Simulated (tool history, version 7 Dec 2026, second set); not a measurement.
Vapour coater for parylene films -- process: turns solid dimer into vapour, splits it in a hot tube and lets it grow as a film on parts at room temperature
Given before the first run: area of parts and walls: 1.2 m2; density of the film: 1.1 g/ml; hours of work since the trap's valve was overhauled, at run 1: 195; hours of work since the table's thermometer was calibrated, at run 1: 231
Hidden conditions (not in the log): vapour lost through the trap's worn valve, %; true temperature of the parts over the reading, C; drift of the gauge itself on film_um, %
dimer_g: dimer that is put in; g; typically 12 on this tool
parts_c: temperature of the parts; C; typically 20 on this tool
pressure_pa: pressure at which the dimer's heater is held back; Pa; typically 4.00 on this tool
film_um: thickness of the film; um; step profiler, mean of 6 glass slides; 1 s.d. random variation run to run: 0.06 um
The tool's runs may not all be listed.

run	hour	dimer_g	parts_c	pressure_pa	hours of work since the trap's valve was overhauled	hours of work since the table's thermometer was calibrated	film_um
1	0.0	12	20	4.00	195	231	6.73
2	20.8	12	20	4.00	213	250	6.73
# hour 35.8: trap's valve overhauled
3	47.5	9	20	4.00	10	270	5.21
4	59.5	9	20	4.00	21	280	5.18
5	71.4	9	20	4.00	31	291	5.09
6	82.4	9	20	4.00	41	300	5.23
7	92.6	9	20	4.00	50	309	5.13
8	117.6	9	20	4.00	72	331	5.21
9	138.8	15	20	4.00	91	350	8.57
10	159.0	15	20	4.00	109	368	8.57
11	182.3	12	20	4.00	129	388	6.78
12	194.2	12	20	4.00	140	399	6.68
13	218.5	20	14	4.20	161	420	14.28
14	229.4	20	14	4.20	171	430	14.30
15	247.1	14	18	5.20	186	446	8.44
16	258.1	5	13	4.00	196	455	3.47
17	272.5	5	13	4.00	209	468	3.55
# hour 293.2: trap's valve overhauled
18	295.2	5	26	4.24	2	484	2.30
19	319.9	20	20	11.17	24	506	10.70
20	338.6	12	28	2.66	40	523	5.17
21	355.4	6	15	3.37	55	537	4.32
22	367.7	6	15	3.37	66	548	4.36

For each run, the measured value with the value that run would have given without the tool's hidden condition subtracted. The run-to-run variation is shared by both, the gauge scatter possibly not:
run	film_um
1	-0.32
2	-0.34
3	-0.04
4	-0.05
5	-0.06
6	-0.07
7	-0.08
8	-0.11
9	-0.22
10	-0.25
11	-0.24
12	-0.25
13	-0.65
14	-0.69
15	-0.41
16	-0.19
17	-0.21
18	+0.01
19	-0.03
20	-0.04
21	-0.04
22	-0.05

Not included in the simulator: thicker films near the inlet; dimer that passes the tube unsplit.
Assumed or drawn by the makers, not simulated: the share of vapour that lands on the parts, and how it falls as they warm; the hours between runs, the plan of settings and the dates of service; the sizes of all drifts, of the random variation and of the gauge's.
